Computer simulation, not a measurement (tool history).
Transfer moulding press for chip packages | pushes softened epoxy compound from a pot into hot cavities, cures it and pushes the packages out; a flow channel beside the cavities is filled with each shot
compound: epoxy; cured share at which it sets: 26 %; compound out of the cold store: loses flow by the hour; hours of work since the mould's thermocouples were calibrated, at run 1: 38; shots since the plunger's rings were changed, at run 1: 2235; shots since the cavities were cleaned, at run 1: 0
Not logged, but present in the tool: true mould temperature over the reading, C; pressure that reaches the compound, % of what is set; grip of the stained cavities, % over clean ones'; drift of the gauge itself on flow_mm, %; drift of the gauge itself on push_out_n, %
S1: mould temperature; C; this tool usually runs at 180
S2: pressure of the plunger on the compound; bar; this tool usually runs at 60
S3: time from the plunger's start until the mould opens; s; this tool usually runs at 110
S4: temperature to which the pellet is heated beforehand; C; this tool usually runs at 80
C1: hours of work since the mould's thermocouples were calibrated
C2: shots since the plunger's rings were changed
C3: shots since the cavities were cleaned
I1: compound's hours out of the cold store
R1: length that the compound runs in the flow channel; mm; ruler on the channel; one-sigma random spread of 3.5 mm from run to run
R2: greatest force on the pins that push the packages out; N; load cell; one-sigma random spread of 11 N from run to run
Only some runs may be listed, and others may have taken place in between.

| run | day | S1 | S2 | S3 | S4 | C1 | C2 | C3 | I1 | R1 | R2 |
|---|---|---|---|---|---|---|---|---|---|---|---|
| 1 | 0 | 180 | 60 | 110 | 80 | 38 | 2235 | 0 | 10.4 | 845 | 543 |
| 2 | 0.629 | 180 | 60 | 110 | 80 | 47 | 2371 | 136 | 43.8 | 706 | 592 |
| 3 | 1.158 | 180 | 60 | 110 | 80 | 54 | 2486 | 251 | 24.2 | 779 | 704 |
| 4 | 1.658 | 180 | 60 | 110 | 80 | 61 | 2594 | 359 | 26.9 | 771 | 728 |
| 5 | 2.492 | 180 | 60 | 110 | 80 | 72 | 2774 | 539 | 17.7 | 803 | 853 |
|  | 2.858 | cavities cleaned with cleaning compound and waxed |
| 6 | 3.162 | 180 | 60 | 110 | 80 | 80 | 2905 | 65 | 20.9 | 791 | 563 |
| 7 | 4.033 | 180 | 60 | 110 | 80 | 91 | 3094 | 254 | 43.4 | 704 | 663 |
|  | 4.183 | mould's thermocouples calibrated |
| 8 | 5.042 | 182 | 60 | 119 | 80 | 11 | 3294 | 454 | 27 | 760 | 660 |
| 9 | 5.608 | 182 | 60 | 119 | 80 | 19 | 3416 | 576 | 28.9 | 751 | 726 |
|  | 5.725 | cavities cleaned with cleaning compound and waxed |
| 10 | 6.221 | 179 | 68.3 | 102 | 76 | 26 | 3535 | 107 | 13.6 | 876 | 811 |
| 11 | 7.262 | 182 | 45.2 | 102 | 76 | 40 | 3761 | 333 | 38.8 | 617 | 777 |
|  | 7.967 | mould's thermocouples calibrated, once more |
| 12 | 8.221 | 174 | 65.6 | 110 | 84 | 3 | 3950 | 522 | 45.2 | 735 | 1059 |
|  | 8.596 | cavities cleaned with cleaning compound and waxed |
| 13 | 8.854 | 174 | 65.6 | 110 | 84 | 11 | 4074 | 57 | 37.1 | 764 | 747 |
| 14 | 9.767 | 180 | 57.9 | 110 | 73 | 23 | 4271 | 254 | 42.1 | 692 | 668 |

What would each run have given without the hidden state, its run-to-run variation left as it was?
| run | R1 | R2 |
|---|---|---|
| 1 | 859 | 526 |
| 2 | 719 | 484 |
| 3 | 794 | 513 |
| 4 | 787 | 484 |
| 5 | 820 | 511 |
| 6 | 809 | 496 |
| 7 | 720 | 483 |
| 8 | 778 | 411 |
| 9 | 770 | 423 |
| 10 | 898 | 660 |
| 11 | 633 | 520 |
| 12 | 757 | 649 |
| 13 | 788 | 673 |
| 14 | 715 | 491 |

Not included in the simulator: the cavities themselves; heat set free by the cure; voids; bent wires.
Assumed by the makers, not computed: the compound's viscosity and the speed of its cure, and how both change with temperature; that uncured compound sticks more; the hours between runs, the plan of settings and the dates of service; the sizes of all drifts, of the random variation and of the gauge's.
